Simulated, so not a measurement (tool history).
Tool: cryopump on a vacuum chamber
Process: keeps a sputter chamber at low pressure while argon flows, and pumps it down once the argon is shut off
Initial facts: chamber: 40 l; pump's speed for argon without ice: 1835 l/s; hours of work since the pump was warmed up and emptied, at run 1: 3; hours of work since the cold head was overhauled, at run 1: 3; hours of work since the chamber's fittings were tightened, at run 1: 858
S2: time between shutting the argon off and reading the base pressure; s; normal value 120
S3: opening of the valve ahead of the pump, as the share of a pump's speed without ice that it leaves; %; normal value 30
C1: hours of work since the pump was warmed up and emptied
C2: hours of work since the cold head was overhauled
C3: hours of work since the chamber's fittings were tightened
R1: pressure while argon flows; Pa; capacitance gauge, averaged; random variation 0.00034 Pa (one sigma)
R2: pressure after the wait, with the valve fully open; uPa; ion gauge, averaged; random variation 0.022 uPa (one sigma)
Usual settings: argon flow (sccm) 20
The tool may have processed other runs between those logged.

{"run": 1, "hour": 0.0, "argon flow (sccm)": 20, "S2": 120, "S3": 30, "C1": 3, "C2": 3, "C3": 858, "R1": 0.0622, "R2": 1.46}
{"run": 2, "hour": 23.5, "argon flow (sccm)": 18, "S2": 120, "S3": 30, "C1": 22, "C2": 22, "C3": 877, "R1": 0.0559, "R2": 1.53}
{"run": 3, "hour": 42.0, "argon flow (sccm)": 18, "S2": 120, "S3": 30, "C1": 37, "C2": 37, "C3": 892, "R1": 0.0562, "R2": 1.46}
{"run": 4, "hour": 80.4, "argon flow (sccm)": 18, "S2": 120, "S3": 30, "C1": 69, "C2": 69, "C3": 924, "R1": 0.0557, "R2": 1.56}
{"run": 5, "hour": 105.1, "argon flow (sccm)": 20, "S2": 120, "S3": 57, "C1": 89, "C2": 89, "C3": 945, "R1": 0.0323, "R2": 1.57}
{"run": 6, "hour": 126.8, "argon flow (sccm)": 20, "S2": 208, "S3": 57, "C1": 107, "C2": 107, "C3": 962, "R1": 0.0328, "R2": 1.42}
{"run": 7, "hour": 161.3, "argon flow (sccm)": 18, "S2": 120, "S3": 30, "C1": 136, "C2": 136, "C3": 991, "R1": 0.0561, "R2": 1.59}
{"run": 8, "hour": 182.1, "argon flow (sccm)": 14, "S2": 120, "S3": 30, "C1": 153, "C2": 153, "C3": 1008, "R1": 0.0435, "R2": 1.71}
{"run": 9, "hour": 204.9, "argon flow (sccm)": 14, "S2": 120, "S3": 30, "C1": 172, "C2": 172, "C3": 1027, "R1": 0.0435, "R2": 1.7}
{"run": 10, "hour": 222.0, "argon flow (sccm)": 14, "S2": 120, "S3": 30, "C1": 186, "C2": 186, "C3": 1041, "R1": 0.0439, "R2": 1.77}
{"run": 11, "hour": 241.8, "argon flow (sccm)": 14, "S2": 120, "S3": 30, "C1": 203, "C2": 203, "C3": 1058, "R1": 0.0437, "R2": 1.73}
{"run": 12, "hour": 267.5, "argon flow (sccm)": 14, "S2": 120, "S3": 30, "C1": 224, "C2": 224, "C3": 1079, "R1": 0.0433, "R2": 1.73}
{"run": 13, "hour": 301.5, "argon flow (sccm)": 20, "S2": 120, "S3": 30, "C1": 252, "C2": 252, "C3": 1107, "R1": 0.0629, "R2": 1.78}
{"hour": 322.8, "done": "leaking fittings of the chamber tightened, without venting"}
{"run": 14, "hour": 326.6, "argon flow (sccm)": 26, "S2": 21, "S3": 30, "C1": 271, "C2": 271, "C3": 3, "R1": 0.0818, "R2": 2.31}
{"run": 15, "hour": 355.6, "argon flow (sccm)": 12, "S2": 46, "S3": 19, "C1": 295, "C2": 295, "C3": 27, "R1": 0.0588, "R2": 1.2}
{"run": 16, "hour": 393.6, "argon flow (sccm)": 12, "S2": 46, "S3": 19, "C1": 326, "C2": 326, "C3": 59, "R1": 0.0593, "R2": 1.25}
{"run": 17, "hour": 413.5, "argon flow (sccm)": 30, "S2": 46, "S3": 19, "C1": 343, "C2": 343, "C3": 75, "R1": 0.1478, "R2": 1.26}
{"run": 18, "hour": 446.0, "argon flow (sccm)": 30, "S2": 46, "S3": 25, "C1": 370, "C2": 370, "C3": 102, "R1": 0.1134, "R2": 1.24}
{"run": 19, "hour": 475.4, "argon flow (sccm)": 31, "S2": 129, "S3": 38, "C1": 394, "C2": 394, "C3": 126, "R1": 0.0783, "R2": 0.71}
{"run": 20, "hour": 513.7, "argon flow (sccm)": 10, "S2": 52, "S3": 27, "C1": 426, "C2": 426, "C3": 158, "R1": 0.0348, "R2": 1.32}
{"run": 21, "hour": 541.9, "argon flow (sccm)": 10, "S2": 52, "S3": 27, "C1": 449, "C2": 449, "C3": 181, "R1": 0.0355, "R2": 1.3}
{"run": 22, "hour": 558.0, "argon flow (sccm)": 10, "S2": 52, "S3": 27, "C1": 462, "C2": 462, "C3": 195, "R1": 0.0352, "R2": 1.31}
{"run": 23, "hour": 593.3, "argon flow (sccm)": 28, "S2": 154, "S3": 46, "C1": 492, "C2": 492, "C3": 224, "R1": 0.0607, "R2": 0.77}
{"run": 24, "hour": 619.6, "argon flow (sccm)": 36, "S2": 154, "S3": 28, "C1": 513, "C2": 513, "C3": 245, "R1": 0.1241, "R2": 0.84}
{"run": 25, "hour": 644.8, "argon flow (sccm)": 36, "S2": 154, "S3": 28, "C1": 534, "C2": 534, "C3": 266, "R1": 0.1245, "R2": 0.85}
{"run": 26, "hour": 669.6, "argon flow (sccm)": 36, "S2": 154, "S3": 28, "C1": 555, "C2": 555, "C3": 287, "R1": 0.1249, "R2": 0.89}

Branching from run 26: 5 alternative next runs. What would each branch give?
{"run": "A", "hour": 700.0, "argon flow (sccm)": 21, "S2": 40, "S3": 36, "C1": 580, "C2": 580, "C3": 312, "R1": "?", "R2": "?"}
{"run": "B", "hour": 700.0, "argon flow (sccm)": 25, "S2": 262, "S3": 28, "C1": 580, "C2": 580, "C3": 312, "R1": "?", "R2": "?"}
{"run": "C", "hour": 700.0, "argon flow (sccm)": 36, "S2": 45, "S3": 24, "C1": 580, "C2": 580, "C3": 312, "R1": "?", "R2": "?"}
{"run": "D", "hour": 700.0, "argon flow (sccm)": 10, "S2": 126, "S3": 47, "C1": 580, "C2": 580, "C3": 312, "R1": "?", "R2": "?"}
{"run": "E", "hour": 700.0, "argon flow (sccm)": 26, "S2": 38, "S3": 28, "C1": 580, "C2": 580, "C3": 312, "R1": "?", "R2": "?"}

run=A R1=0.0569 R2=1.73
run=B R1=0.0865 R2=0.78
run=C R1=0.1454 R2=1.58
run=D R1=0.0214 R2=0.97
run=E R1=0.0899 R2=1.77
Had the tool no hidden state, the same runs would have come out as:
run=A R1=0.0532 R2=1.26
run=B R1=0.0820 R2=0.31
run=C R1=0.1389 R2=1.12
run=D R1=0.0196 R2=0.51
run=E R1=0.0852 R2=1.31
